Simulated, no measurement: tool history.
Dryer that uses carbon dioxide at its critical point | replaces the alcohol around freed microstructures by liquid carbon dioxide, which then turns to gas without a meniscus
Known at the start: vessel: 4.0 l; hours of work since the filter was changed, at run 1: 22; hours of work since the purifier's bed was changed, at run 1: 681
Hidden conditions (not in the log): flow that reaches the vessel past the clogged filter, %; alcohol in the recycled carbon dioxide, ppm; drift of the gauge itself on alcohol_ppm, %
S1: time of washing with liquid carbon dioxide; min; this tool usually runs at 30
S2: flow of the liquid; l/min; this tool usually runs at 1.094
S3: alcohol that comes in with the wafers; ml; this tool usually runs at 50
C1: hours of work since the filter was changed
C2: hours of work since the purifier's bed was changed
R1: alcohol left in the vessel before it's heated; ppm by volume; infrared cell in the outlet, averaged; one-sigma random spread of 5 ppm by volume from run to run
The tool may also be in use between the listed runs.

Run 1, hour 0: usual settings; C1 22; C2 681. Result: R1 70 ppm by volume.
Run 2, hour 45.5: usual settings but S2 1.61 l/min; C1 57; C2 716. Result: R1 67 ppm by volume.
Run 3, hour 71.2: usual settings but S2 1.61 l/min, S3 107 ml; C1 77; C2 736. Result: R1 68 ppm by volume.
Run 4, hour 117.5: usual settings but S2 1.61 l/min, S3 107 ml; C1 113; C2 772. Result: R1 71 ppm by volume.
Run 5, hour 147.2: usual settings but S2 1.61 l/min, S3 107 ml; C1 136; C2 795. Result: R1 65 ppm by volume.
Run 6, hour 172.7: usual settings; C1 156; C2 815. Result: R1 85 ppm by volume.
Run 7, hour 217.8: usual settings; C1 191; C2 850. Result: R1 89 ppm by volume.
Run 8, hour 244: usual settings; C1 211; C2 870. Result: R1 93 ppm by volume.
Run 9, hour 279.1: usual settings; C1 239; C2 897. Result: R1 102 ppm by volume.
Run 10, hour 314.7: usual settings but S1 26 min; C1 266; C2 925. Result: R1 121 ppm by volume.
Run 11, hour 344.9: usual settings but S1 26 min; C1 289; C2 948. Result: R1 136 ppm by volume.
Run 12, hour 395.4: usual settings but S1 26 min; C1 329; C2 988. Result: R1 135 ppm by volume.
Run 13, hour 421.4: usual settings but S1 26 min; C1 349; C2 1008. Result: R1 136 ppm by volume.
At hour 447.8: purifier's bed changed.
Run 14, hour 464.2: usual settings but S1 26 min; C1 380; C2 13. Result: R1 63 ppm by volume.
Run 15, hour 488.4: usual settings but S1 26 min; C1 398; C2 31. Result: R1 55 ppm by volume.
Run 16, hour 514.5: usual settings but S1 26 min; C1 419; C2 52. Result: R1 68 ppm by volume.
Run 17, hour 561.7: usual settings but S2 0.78 l/min; C1 455; C2 88. Result: R1 152 ppm by volume.
Run 18, hour 594.9: usual settings but S2 0.78 l/min; C1 481; C2 114. Result: R1 158 ppm by volume.
Run 19, hour 626.3: usual settings but S2 0.78 l/min; C1 505; C2 138. Result: R1 170 ppm by volume.
At hour 669.4: inlet filter changed.
Run 20, hour 669.4: usual settings but S2 0.78 l/min; C1 0; C2 171. Result: R1 115 ppm by volume.
Run 21, hour 717.5: usual settings but S1 32 min; C1 37; C2 208. Result: R1 30 ppm by volume.
Run 22, hour 746.1: usual settings but S1 32 min; C1 59; C2 230. Result: R1 35 ppm by volume.
Run 23, hour 776.8: usual settings but S1 32 min; C1 83; C2 254. Result: R1 32 ppm by volume.
Run 24, hour 818.2: usual settings but S1 32 min; C1 115; C2 286. Result: R1 42 ppm by volume.
Run 25, hour 868.5: usual settings but S1 44 min, S2 1.15 l/min, S3 31 ml; C1 154; C2 325. Result: R1 33 ppm by volume.
Run 26, hour 901.8: usual settings but S1 44 min, S2 0.8 l/min, S3 31 ml; C1 180; C2 351. Result: R1 43 ppm by volume.
Run 27, hour 949: usual settings but S1 44 min, S2 0.8 l/min, S3 31 ml; C1 217; C2 388. Result: R1 42 ppm by volume.
Run 28, hour 990.8: usual settings but S1 41 min, S2 0.77 l/min, S3 22 ml; C1 249; C2 420. Result: R1 44 ppm by volume.
Run 29, hour 1033.2: usual settings but S1 46 min, S2 0.87 l/min, S3 41 ml; C1 282; C2 453. Result: R1 41 ppm by volume.
Run 30, hour 1077.5: usual settings but S1 23 min, S2 0.93 l/min, S3 41 ml; C1 316; C2 487. Result: R1 195 ppm by volume.
Run 31, hour 1103: usual settings but S1 23 min, S2 0.93 l/min, S3 72 ml; C1 336; C2 507. Result: R1 333 ppm by volume.
Run 32, hour 1129.6: usual settings but S1 23 min, S2 0.93 l/min, S3 72 ml; C1 357; C2 528. Result: R1 324 ppm by volume.
Run 33, hour 1157.7: usual settings but S1 21 min, S2 0.91 l/min, S3 52 ml; C1 379; C2 550. Result: R1 380 ppm by volume.
Run 34, hour 1192.8: usual settings but S1 21 min, S2 0.91 l/min, S3 52 ml; C1 406; C2 577. Result: R1 380 ppm by volume.
Run 35, hour 1231.2: usual settings but S1 33 min, S2 0.68 l/min, S3 52 ml; C1 436; C2 606. Result: R1 227 ppm by volume.
Run 36, hour 1259.1: usual settings but S1 23 min, S2 0.69 l/min, S3 44 ml; C1 457; C2 628. Result: R1 609 ppm by volume.
Run 37, hour 1302.9: usual settings but S2 1.62 l/min, S3 113 ml; C1 491; C2 662. Result: R1 62 ppm by volume.
Run 38, hour 1344.5: usual settings but S2 0.74 l/min; C1 523; C2 694. Result: R1 258 ppm by volume.
At hour 1364.7: inlet filter changed.
Run 39, hour 1380.1: usual settings but S1 29 min, S2 1.83 l/min, S3 63 ml; C1 12; C2 721. Result: R1 65 ppm by volume.
Run 40, hour 1410.5: usual settings but S2 0.7 l/min, S3 31 ml; C1 35; C2 745. Result: R1 163 ppm by volume.
Run 41, hour 1436.7: usual settings but S2 0.7 l/min, S3 31 ml; C1 56; C2 765. Result: R1 164 ppm by volume.
Run 42, hour 1477.2: usual settings but S1 26 min, S2 1.58 l/min, S3 35 ml; C1 87; C2 796. Result: R1 62 ppm by volume.
Run 43, hour 1500.8: usual settings but S1 42 min, S2 0.68 l/min; C1 105; C2 815. Result: R1 106 ppm by volume.
Run 44, hour 1537.2: usual settings but S1 42 min, S2 0.68 l/min; C1 134; C2 843. Result: R1 94 ppm by volume.
Run 45, hour 1581.8: usual settings but S1 42 min, S2 0.68 l/min, S3 33 ml; C1 168; C2 877. Result: R1 91 ppm by volume.
Run 46, hour 1626: usual settings but S1 42 min, S2 0.68 l/min, S3 33 ml; C1 203; C2 912. Result: R1 96 ppm by volume.
Run 47, hour 1657.4: usual settings but S1 33 min, S2 1.05 l/min; C1 227; C2 936. Result: R1 83 ppm by volume.
Run 48, hour 1704.6: usual settings but S1 33 min, S2 1.05 l/min, S3 32 ml; C1 263; C2 973. Result: R1 94 ppm by volume.

Measured less the same run without the tool's hidden state. The same run-to-run variation is in both; the gauge's scatter may not be:
run    R1
  1   +57
  2   +54
  3   +56
  4   +61
  5   +63
  6   +68
  7   +70
  8   +70
  9   +75
 10   +84
 11   +89
 12   +94
 13   +98
 14   +20
 15   +22
 16   +26
 17   +57
 18   +63
 19   +68
 20   +16
 21   +16
 22   +18
 23   +21
 24   +23
 25   +24
 26   +28
 27   +31
 28   +35
 29   +36
 30   +74
 31  +113
 32  +118
 33  +129
 34  +137
 35  +104
 36  +192
 37   +52
 38  +129
 39   +54
 40   +59
 41   +62
 42   +59
 43   +65
 44   +68
 45   +71
 46   +73
 47   +72
 48   +77
